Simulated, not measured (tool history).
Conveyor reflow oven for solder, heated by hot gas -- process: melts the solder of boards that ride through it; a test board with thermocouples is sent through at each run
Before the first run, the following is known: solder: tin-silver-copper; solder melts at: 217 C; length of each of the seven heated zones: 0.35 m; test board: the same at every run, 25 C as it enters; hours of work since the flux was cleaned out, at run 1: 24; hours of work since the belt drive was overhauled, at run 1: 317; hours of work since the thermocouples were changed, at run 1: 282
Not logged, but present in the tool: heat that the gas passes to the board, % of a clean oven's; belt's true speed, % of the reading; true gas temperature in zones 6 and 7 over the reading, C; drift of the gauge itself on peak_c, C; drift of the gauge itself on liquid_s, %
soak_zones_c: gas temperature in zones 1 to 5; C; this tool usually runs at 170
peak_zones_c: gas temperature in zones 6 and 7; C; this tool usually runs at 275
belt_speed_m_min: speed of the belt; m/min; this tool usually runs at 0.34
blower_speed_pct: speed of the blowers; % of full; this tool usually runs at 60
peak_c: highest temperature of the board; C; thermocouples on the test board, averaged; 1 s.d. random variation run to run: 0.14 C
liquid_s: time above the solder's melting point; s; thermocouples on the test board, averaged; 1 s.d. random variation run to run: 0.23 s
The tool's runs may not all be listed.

| run | hour | soak_zones_c | peak_zones_c | belt_speed_m_min | blower_speed_pct | hours of work since the flux was cleaned out | hours of work since the belt drive was overhauled | hours of work since the thermocouples were changed | peak_c | liquid_s |
|---|---|---|---|---|---|---|---|---|---|---|
| 1 | 0 | 170 | 275 | 0.34 | 60 | 24 | 317 | 282 | 262.5 | 102.4 |
| 2 | 10.1 | 170 | 275 | 0.34 | 60 | 29 | 322 | 287 | 262.5 | 102.1 |
| 3 | 20.1 | 183 | 275 | 0.34 | 60 | 34 | 327 | 292 | 264.2 | 110.5 |
| 4 | 38.5 | 183 | 275 | 0.34 | 60 | 43 | 336 | 302 | 264.1 | 110.4 |
| 5 | 50.5 | 170 | 275 | 0.27 | 60 | 49 | 342 | 308 | 268 | 136.4 |
| 6 | 65.2 | 170 | 277 | 0.27 | 60 | 56 | 350 | 315 | 270 | 138.2 |
| 7 | 75.6 | 170 | 277 | 0.27 | 60 | 62 | 355 | 320 | 270.2 | 138.1 |
| 8 | 93.9 | 164 | 275 | 0.34 | 60 | 71 | 364 | 330 | 261.7 | 98.6 |
| 9 | 109.9 | 170 | 275 | 0.362 | 60 | 79 | 372 | 338 | 260.6 | 93.8 |
| 10 | 117.9 | 170 | 271 | 0.276 | 66 | 83 | 376 | 342 | 264.3 | 130.9 |
| 11 | 129.6 | 173 | 271 | 0.276 | 66 | 89 | 382 | 348 | 264.6 | 132.5 |
| 12 | 143.4 | 160 | 275 | 0.34 | 65 | 96 | 389 | 355 | 261.8 | 97.3 |
| 13 | 158 | 160 | 275 | 0.34 | 65 | 103 | 396 | 362 | 262 | 97 |
| 14 | 170 | 181 | 275 | 0.34 | 68 | 109 | 402 | 368 | 264.8 | 110.2 |
| 15 | 186.2 | 181 | 275 | 0.34 | 68 | 118 | 411 | 376 | 265.1 | 110 |

3 options for the next run, each taken on its own from the tool as it stands now. Forecast them:
| A | 194.2 | 160 | 268 | 0.34 | 60 | 122 | 415 | 380 | ? | ? |
| B | 194.2 | 170 | 275 | 0.348 | 54 | 122 | 415 | 380 | ? | ? |
| C | 194.2 | 164 | 283 | 0.34 | 63 | 122 | 415 | 380 | ? | ? |

| run | peak_c | liquid_s |
|---|---|---|
| A | 254.8 | 90 |
| B | 260.5 | 97.5 |
| C | 269.9 | 105.5 |
Without the tool's unlogged condition, the same runs would have read:
| run | peak_c | liquid_s |
|---|---|---|
| A | 254.7 | 89.9 |
| B | 260.5 | 97.4 |
| C | 269.8 | 105.5 |
